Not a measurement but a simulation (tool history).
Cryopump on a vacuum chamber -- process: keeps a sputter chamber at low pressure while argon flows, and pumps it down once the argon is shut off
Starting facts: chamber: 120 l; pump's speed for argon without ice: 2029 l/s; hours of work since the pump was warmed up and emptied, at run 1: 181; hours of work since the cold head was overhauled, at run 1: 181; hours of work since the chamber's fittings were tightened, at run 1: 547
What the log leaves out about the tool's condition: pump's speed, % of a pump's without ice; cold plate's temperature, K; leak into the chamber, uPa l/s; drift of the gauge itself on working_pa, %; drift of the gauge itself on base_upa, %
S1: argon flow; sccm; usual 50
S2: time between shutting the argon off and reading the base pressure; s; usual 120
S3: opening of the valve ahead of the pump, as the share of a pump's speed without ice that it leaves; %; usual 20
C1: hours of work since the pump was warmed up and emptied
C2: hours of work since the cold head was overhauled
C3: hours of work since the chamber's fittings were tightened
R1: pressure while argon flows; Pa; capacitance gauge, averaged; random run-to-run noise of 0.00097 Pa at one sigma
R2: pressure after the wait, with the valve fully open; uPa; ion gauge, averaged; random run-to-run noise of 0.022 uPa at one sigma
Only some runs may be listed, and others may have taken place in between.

{"run": 1, "hour": 0.0, "S1": 50, "S2": 120, "S3": 20, "C1": 181, "C2": 181, "C3": 547, "R1": 0.214, "R2": 0.76}
{"run": 2, "hour": 15.0, "S1": 50, "S2": 120, "S3": 20, "C1": 194, "C2": 194, "C3": 560, "R1": 0.213, "R2": 0.75}
{"run": 3, "hour": 30.5, "S1": 50, "S2": 120, "S3": 20, "C1": 208, "C2": 208, "C3": 574, "R1": 0.2139, "R2": 0.79}
{"run": 4, "hour": 41.9, "S1": 50, "S2": 43, "S3": 20, "C1": 219, "C2": 219, "C3": 584, "R1": 0.2127, "R2": 1.57}
{"run": 5, "hour": 53.5, "S1": 50, "S2": 43, "S3": 20, "C1": 229, "C2": 229, "C3": 594, "R1": 0.2144, "R2": 1.54}
{"run": 6, "hour": 64.5, "S1": 50, "S2": 43, "S3": 20, "C1": 239, "C2": 239, "C3": 604, "R1": 0.2161, "R2": 1.58}
{"run": 7, "hour": 73.6, "S1": 50, "S2": 43, "S3": 20, "C1": 247, "C2": 247, "C3": 612, "R1": 0.2136, "R2": 1.54}
{"run": 8, "hour": 87.8, "S1": 82, "S2": 120, "S3": 20, "C1": 259, "C2": 259, "C3": 625, "R1": 0.3528, "R2": 0.81}
{"run": 9, "hour": 100.3, "S1": 82, "S2": 120, "S3": 20, "C1": 270, "C2": 270, "C3": 636, "R1": 0.3539, "R2": 0.79}
{"run": 10, "hour": 114.4, "S1": 82, "S2": 120, "S3": 20, "C1": 283, "C2": 283, "C3": 649, "R1": 0.3539, "R2": 0.8}
{"run": 11, "hour": 121.8, "S1": 50, "S2": 120, "S3": 26, "C1": 290, "C2": 290, "C3": 655, "R1": 0.1699, "R2": 0.82}
{"run": 12, "hour": 136.8, "S1": 50, "S2": 120, "S3": 26, "C1": 303, "C2": 303, "C3": 669, "R1": 0.1693, "R2": 0.82}
{"run": 13, "hour": 144.9, "S1": 50, "S2": 120, "S3": 26, "C1": 310, "C2": 310, "C3": 676, "R1": 0.1692, "R2": 0.85}
{"run": 14, "hour": 155.5, "S1": 50, "S2": 120, "S3": 26, "C1": 320, "C2": 320, "C3": 685, "R1": 0.1698, "R2": 0.83}
{"run": 15, "hour": 171.5, "S1": 48, "S2": 120, "S3": 26, "C1": 334, "C2": 334, "C3": 699, "R1": 0.1638, "R2": 0.88}
{"run": 16, "hour": 179.2, "S1": 50, "S2": 120, "S3": 20, "C1": 341, "C2": 341, "C3": 706, "R1": 0.2184, "R2": 0.87}
{"run": 17, "hour": 193.5, "S1": 50, "S2": 120, "S3": 20, "C1": 354, "C2": 354, "C3": 719, "R1": 0.2191, "R2": 0.87}
{"run": 18, "hour": 202.2, "S1": 50, "S2": 120, "S3": 20, "C1": 361, "C2": 361, "C3": 727, "R1": 0.2179, "R2": 0.87}
{"run": 19, "hour": 215.6, "S1": 50, "S2": 36, "S3": 20, "C1": 373, "C2": 373, "C3": 739, "R1": 0.2194, "R2": 1.83}
{"run": 20, "hour": 224.7, "S1": 50, "S2": 28, "S3": 41, "C1": 381, "C2": 381, "C3": 747, "R1": 0.1136, "R2": 2.26}
{"run": 21, "hour": 238.5, "S1": 50, "S2": 28, "S3": 41, "C1": 394, "C2": 394, "C3": 759, "R1": 0.1141, "R2": 2.25}
{"run": 22, "hour": 253.5, "S1": 89, "S2": 137, "S3": 46, "C1": 407, "C2": 407, "C3": 772, "R1": 0.1834, "R2": 0.86}
{"run": 23, "hour": 263.8, "S1": 23, "S2": 146, "S3": 20, "C1": 416, "C2": 416, "C3": 782, "R1": 0.1017, "R2": 0.8}
{"hour": 277.4, "done": "pump warmed up, emptied and cooled again"}
{"run": 24, "hour": 285.0, "S1": 23, "S2": 146, "S3": 20, "C1": 7, "C2": 431, "C3": 796, "R1": 0.0959, "R2": 0.73}
{"run": 25, "hour": 292.0, "S1": 23, "S2": 146, "S3": 20, "C1": 13, "C2": 437, "C3": 802, "R1": 0.0954, "R2": 0.73}
{"run": 26, "hour": 305.7, "S1": 23, "S2": 146, "S3": 20, "C1": 25, "C2": 449, "C3": 815, "R1": 0.097, "R2": 0.72}
{"run": 27, "hour": 316.0, "S1": 23, "S2": 146, "S3": 20, "C1": 34, "C2": 458, "C3": 824, "R1": 0.0971, "R2": 0.72}
{"run": 28, "hour": 327.8, "S1": 95, "S2": 77, "S3": 20, "C1": 45, "C2": 469, "C3": 834, "R1": 0.3972, "R2": 1.05}
{"run": 29, "hour": 342.2, "S1": 95, "S2": 77, "S3": 20, "C1": 58, "C2": 481, "C3": 847, "R1": 0.398, "R2": 1.07}
{"run": 30, "hour": 354.6, "S1": 95, "S2": 77, "S3": 20, "C1": 69, "C2": 492, "C3": 858, "R1": 0.4002, "R2": 1.05}
{"run": 31, "hour": 367.1, "S1": 50, "S2": 33, "S3": 56, "C1": 80, "C2": 504, "C3": 869, "R1": 0.0765, "R2": 1.98}
{"run": 32, "hour": 377.0, "S1": 50, "S2": 33, "S3": 56, "C1": 89, "C2": 512, "C3": 878, "R1": 0.0775, "R2": 1.95}
{"run": 33, "hour": 390.9, "S1": 84, "S2": 33, "S3": 17, "C1": 101, "C2": 525, "C3": 890, "R1": 0.4156, "R2": 1.93}
{"run": 34, "hour": 402.1, "S1": 84, "S2": 33, "S3": 17, "C1": 111, "C2": 535, "C3": 900, "R1": 0.4196, "R2": 1.97}
{"run": 35, "hour": 414.9, "S1": 84, "S2": 136, "S3": 26, "C1": 122, "C2": 546, "C3": 912, "R1": 0.275, "R2": 0.78}

How the hidden state differs across the entries between the runs, from the last listed run before each to the first after it:
Runs 23 to 24: pump warmed up, emptied and cooled again (hour 277.4)
  pump's speed, % of a pump's without ice: 76 -> 99.4; cold plate's temperature, K: 12.27 -> 12.28; leak into the chamber, uPa l/s: 736 -> 744
  measured result minus the result with no hidden state, R1: +0.0062 -> +0.0002 Pa; R2: +0.33 -> +0.22 uPa

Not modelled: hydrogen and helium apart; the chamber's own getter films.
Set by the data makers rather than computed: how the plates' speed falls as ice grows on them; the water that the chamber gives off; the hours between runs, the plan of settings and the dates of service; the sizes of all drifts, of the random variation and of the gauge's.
